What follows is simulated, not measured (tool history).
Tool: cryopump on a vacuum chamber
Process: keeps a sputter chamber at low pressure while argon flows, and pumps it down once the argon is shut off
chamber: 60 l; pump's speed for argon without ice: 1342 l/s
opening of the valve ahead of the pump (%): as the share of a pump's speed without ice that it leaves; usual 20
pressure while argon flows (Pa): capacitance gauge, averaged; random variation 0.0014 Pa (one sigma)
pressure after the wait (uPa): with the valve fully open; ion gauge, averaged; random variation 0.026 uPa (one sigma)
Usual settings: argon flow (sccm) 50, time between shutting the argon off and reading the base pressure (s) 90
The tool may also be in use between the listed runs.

run	hour	argon flow (sccm)	time between shutting the argon off and reading the base pressure (s)	opening of the valve ahead of the pump (%)	pressure while argon flows (Pa)	pressure after the wait (uPa)
1	0.0	50	90	20	0.3176	1.22
2	55.1	50	90	20	0.3159	1.36
3	103.5	99	90	20	0.6312	1.36
4	152.2	99	90	20	0.6278	1.44
5	194.2	99	90	20	0.6327	1.49
6	235.5	50	90	20	0.3189	1.48
7	286.7	50	90	20	0.3181	1.55
8	341.1	50	90	20	0.3191	1.58
9	400.9	39	300	32	0.1552	0.98
10	435.4	25	279	20	0.1603	1.05
11	482.1	52	279	21	0.3162	1.13
12	531.7	52	279	21	0.3153	1.16
13	582.0	90	21	20	0.5746	4.67
14	644.7	90	21	20	0.5745	4.85
15	694.6	90	36	20	0.5732	3.28
16	738.1	59	62	17	0.4472	2.43

4 ways to go on from here, each from the tool as it stands after run 16. What would each give?
A	772.5	50	90	38	?	?
B	772.5	59	62	43	?	?
C	772.5	59	181	20	?	?
D	772.5	21	62	25	?	?

run	pressure while argon flows (Pa)	pressure after the wait (uPa)
A	0.1709	2.00
B	0.1798	2.43
C	0.3765	1.49
D	0.1084	2.40
Without the tool's hidden state the same runs would have given:
run	pressure while argon flows (Pa)	pressure after the wait (uPa)
A	0.1649	1.16
B	0.1727	1.59
C	0.3694	0.66
D	0.1059	1.56
